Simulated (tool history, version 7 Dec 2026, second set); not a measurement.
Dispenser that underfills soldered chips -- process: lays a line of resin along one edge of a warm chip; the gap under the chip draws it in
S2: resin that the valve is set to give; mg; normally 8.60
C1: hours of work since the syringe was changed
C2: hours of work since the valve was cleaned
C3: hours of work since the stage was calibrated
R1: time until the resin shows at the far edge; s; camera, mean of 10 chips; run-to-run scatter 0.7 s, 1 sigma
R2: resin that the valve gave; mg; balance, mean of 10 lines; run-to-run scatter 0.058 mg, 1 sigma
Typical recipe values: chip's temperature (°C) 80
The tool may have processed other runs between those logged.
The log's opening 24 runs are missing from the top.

{"run": 25, "hour": 97.8, "chip's temperature (°C)": 93, "S2": 8.93, "C1": 8, "C2": 57, "C3": 137, "R1": 74.8, "R2": 8.58}
{"hour": 98.5, "done": "new syringe of resin"}
{"run": 26, "hour": 103.8, "chip's temperature (°C)": 75, "S2": 8.32, "C1": 4, "C2": 61, "C3": 140, "R1": 97.5, "R2": 8.04}
{"run": 27, "hour": 107.4, "chip's temperature (°C)": 90, "S2": 7.54, "C1": 6, "C2": 63, "C3": 143, "R1": 73.2, "R2": 7.28}
{"hour": 110.7, "done": "new syringe of resin"}
{"run": 28, "hour": 113.3, "chip's temperature (°C)": 92, "S2": 8.09, "C1": 2, "C2": 67, "C3": 147, "R1": 50.9, "R2": 7.69}
{"run": 29, "hour": 118.2, "chip's temperature (°C)": 74, "S2": 9.43, "C1": 5, "C2": 70, "C3": 150, "R1": 111.7, "R2": 8.98}
{"run": 30, "hour": 121.3, "chip's temperature (°C)": 80, "S2": 10.89, "C1": 7, "C2": 72, "C3": 152, "R1": 104.0, "R2": 10.4}
{"hour": 122.6, "done": "new syringe of resin"}
{"run": 31, "hour": 125.4, "chip's temperature (°C)": 80, "S2": 9.76, "C1": 2, "C2": 75, "C3": 155, "R1": 70.4, "R2": 9.4}
{"run": 32, "hour": 131.1, "chip's temperature (°C)": 82, "S2": 11.0, "C1": 6, "C2": 79, "C3": 158, "R1": 85.5, "R2": 10.48}
{"hour": 134.5, "done": "new syringe of resin"}
{"run": 33, "hour": 135.1, "chip's temperature (°C)": 82, "S2": 10.68, "C1": 0, "C2": 81, "C3": 161, "R1": 60.0, "R2": 10.27}
{"run": 34, "hour": 138.6, "chip's temperature (°C)": 90, "S2": 11.02, "C1": 3, "C2": 84, "C3": 163, "R1": 55.0, "R2": 10.5}
{"run": 35, "hour": 141.7, "chip's temperature (°C)": 79, "S2": 8.66, "C1": 5, "C2": 86, "C3": 165, "R1": 92.0, "R2": 8.4}

The next listed run, before its measurement:
{"hour": 146.5, "done": "new syringe of resin"}
{"run": 36, "hour": 146.6, "chip's temperature (°C)": 83, "S2": 9.54, "C1": 0, "C2": 89, "C3": 168, "R1": "?", "R2": "?"}

{"run 36": {"R1": 55.7, "R2": 9.04}}
With the hidden condition absent and the run-to-run variation left alone, this run would have shown R1 56.6 s, R2 9.51 mg.
